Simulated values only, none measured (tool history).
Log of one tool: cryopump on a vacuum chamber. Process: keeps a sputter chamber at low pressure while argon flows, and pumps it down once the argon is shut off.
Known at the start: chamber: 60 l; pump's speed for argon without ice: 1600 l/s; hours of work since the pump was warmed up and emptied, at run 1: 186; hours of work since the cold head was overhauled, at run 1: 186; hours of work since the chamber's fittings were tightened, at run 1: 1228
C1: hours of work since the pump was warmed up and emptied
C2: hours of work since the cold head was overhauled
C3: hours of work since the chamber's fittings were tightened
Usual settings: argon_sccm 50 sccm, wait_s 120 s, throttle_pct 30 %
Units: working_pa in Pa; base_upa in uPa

{"run": 1, "hour": 0.0, "argon_sccm": 50, "wait_s": 120, "throttle_pct": 30, "C1": 186, "C2": 186, "C3": 1228, "working_pa": 0.1822, "base_upa": 2.5}
{"run": 2, "hour": 56.6, "argon_sccm": 50, "wait_s": 120, "throttle_pct": 30, "C1": 212, "C2": 212, "C3": 1253, "working_pa": 0.1819, "base_upa": 2.55}
{"run": 3, "hour": 118.4, "argon_sccm": 50, "wait_s": 120, "throttle_pct": 30, "C1": 239, "C2": 239, "C3": 1281, "working_pa": 0.1832, "base_upa": 2.59}
{"run": 4, "hour": 207.0, "argon_sccm": 50, "wait_s": 120, "throttle_pct": 30, "C1": 279, "C2": 279, "C3": 1320, "working_pa": 0.1821, "base_upa": 2.69}
{"run": 5, "hour": 251.0, "argon_sccm": 50, "wait_s": 120, "throttle_pct": 30, "C1": 299, "C2": 299, "C3": 1340, "working_pa": 0.1841, "base_upa": 2.69}
{"run": 6, "hour": 323.6, "argon_sccm": 63, "wait_s": 120, "throttle_pct": 30, "C1": 331, "C2": 331, "C3": 1373, "working_pa": 0.2326, "base_upa": 2.68}
{"run": 7, "hour": 380.9, "argon_sccm": 63, "wait_s": 227, "throttle_pct": 30, "C1": 357, "C2": 357, "C3": 1398, "working_pa": 0.232, "base_upa": 2.43}
{"run": 8, "hour": 471.9, "argon_sccm": 63, "wait_s": 227, "throttle_pct": 30, "C1": 398, "C2": 398, "C3": 1439, "working_pa": 0.2345, "base_upa": 2.57}
{"run": 9, "hour": 563.4, "argon_sccm": 47, "wait_s": 48, "throttle_pct": 30, "C1": 439, "C2": 439, "C3": 1480, "working_pa": 0.1765, "base_upa": 4.16}
{"hour": 616.7, "done": "leaking fittings of the chamber tightened, without venting"}
{"run": 10, "hour": 647.6, "argon_sccm": 50, "wait_s": 121, "throttle_pct": 21, "C1": 476, "C2": 476, "C3": 14, "working_pa": 0.2632, "base_upa": 1.05}
{"run": 11, "hour": 686.8, "argon_sccm": 45, "wait_s": 161, "throttle_pct": 17, "C1": 493, "C2": 493, "C3": 31, "working_pa": 0.2932, "base_upa": 0.86}
{"run": 12, "hour": 747.0, "argon_sccm": 31, "wait_s": 161, "throttle_pct": 26, "C1": 520, "C2": 520, "C3": 58, "working_pa": 0.1357, "base_upa": 0.88}
{"run": 13, "hour": 833.1, "argon_sccm": 31, "wait_s": 161, "throttle_pct": 26, "C1": 559, "C2": 559, "C3": 97, "working_pa": 0.134, "base_upa": 0.99}
{"run": 14, "hour": 892.8, "argon_sccm": 31, "wait_s": 161, "throttle_pct": 26, "C1": 586, "C2": 586, "C3": 124, "working_pa": 0.1366, "base_upa": 1.01}
{"run": 15, "hour": 974.9, "argon_sccm": 25, "wait_s": 63, "throttle_pct": 36, "C1": 623, "C2": 623, "C3": 161, "working_pa": 0.0828, "base_upa": 1.99}

Hidden state at the last listed run before each entry between runs and at the first one after, where it differs:
Between runs 9 and 10: leaking fittings of the chamber tightened, without venting (hour 616.7)
  pump's speed, % of a pump's without ice: 81.7 -> 80.3; cold plate's temperature, K: 12.33 -> 12.35; leak into the chamber, uPa l/s: 2968 -> 366
  measured less the result without the state, working_pa: +0.0115 -> +0.0133 Pa; base_upa: +2.1 -> +0.1 uPa
